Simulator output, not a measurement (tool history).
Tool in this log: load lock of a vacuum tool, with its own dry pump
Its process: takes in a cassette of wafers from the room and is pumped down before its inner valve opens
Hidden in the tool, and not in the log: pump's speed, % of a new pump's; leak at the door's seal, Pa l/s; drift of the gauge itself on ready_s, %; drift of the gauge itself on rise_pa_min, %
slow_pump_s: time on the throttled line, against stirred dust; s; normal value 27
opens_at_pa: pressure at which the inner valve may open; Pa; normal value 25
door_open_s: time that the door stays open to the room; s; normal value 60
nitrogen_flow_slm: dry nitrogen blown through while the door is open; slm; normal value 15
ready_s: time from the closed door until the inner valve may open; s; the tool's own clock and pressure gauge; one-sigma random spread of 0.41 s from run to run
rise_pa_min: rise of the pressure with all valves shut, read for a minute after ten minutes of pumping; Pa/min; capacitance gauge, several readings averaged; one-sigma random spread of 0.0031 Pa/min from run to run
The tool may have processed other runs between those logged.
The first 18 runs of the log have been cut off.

run	day	slow_pump_s	opens_at_pa	door_open_s	nitrogen_flow_slm	hours that the pump has run since its overhaul	times that the door has closed on its seal	incoming humidity of the room's air, %	ready_s	rise_pa_min
19	295.567	27	25	51	15	19770	21938	42.4	47.5	0.056
20	313.375	27	31	32	15	20197	22373	45.5	46.6	0.047
21	334.142	26	31	147	25	20696	22881	48.3	46.5	0.091
22	345.567	27	26	125	41	20970	23161	46.3	46.2	0.066
23	356.392	27	26	125	41	21230	23425	42.9	47.2	0.059
24	368.362	15	26	125	9	21517	23718	41.8	38.1	0.098
25	377.679	19	25	36	31	21741	23946	48.3	41.1	0.045
26	394.95	42	25	60	15	22155	24368	43.3	57.7	0.064
27	408.138	27	25	67	13	22472	24691	42.7	47.2	0.074
# day 421.792: dry pump taken out, an overhauled one fitted
28	426.579	27	25	67	13	115	25136	41.5	48	0.064
29	444.008	27	25	91	14	533	25562	43.8	46.9	0.077
30	463.483	53	25	91	14	1001	26038	43.7	66.5	0.081
31	480.158	27	27	60	42	1401	26446	45.6	47.5	0.048

The next listed run, before its measurement:
32	499.529	27	25	54	5	1866	26920	45.3	?	?

{"run 32": {"ready_s": 47.7, "rise_pa_min": 0.073}}
Take away the tool's hidden state, keep the run-to-run variation as it was, and the same run would have given ready_s 47.7 s, rise_pa_min 0.073 Pa/min.

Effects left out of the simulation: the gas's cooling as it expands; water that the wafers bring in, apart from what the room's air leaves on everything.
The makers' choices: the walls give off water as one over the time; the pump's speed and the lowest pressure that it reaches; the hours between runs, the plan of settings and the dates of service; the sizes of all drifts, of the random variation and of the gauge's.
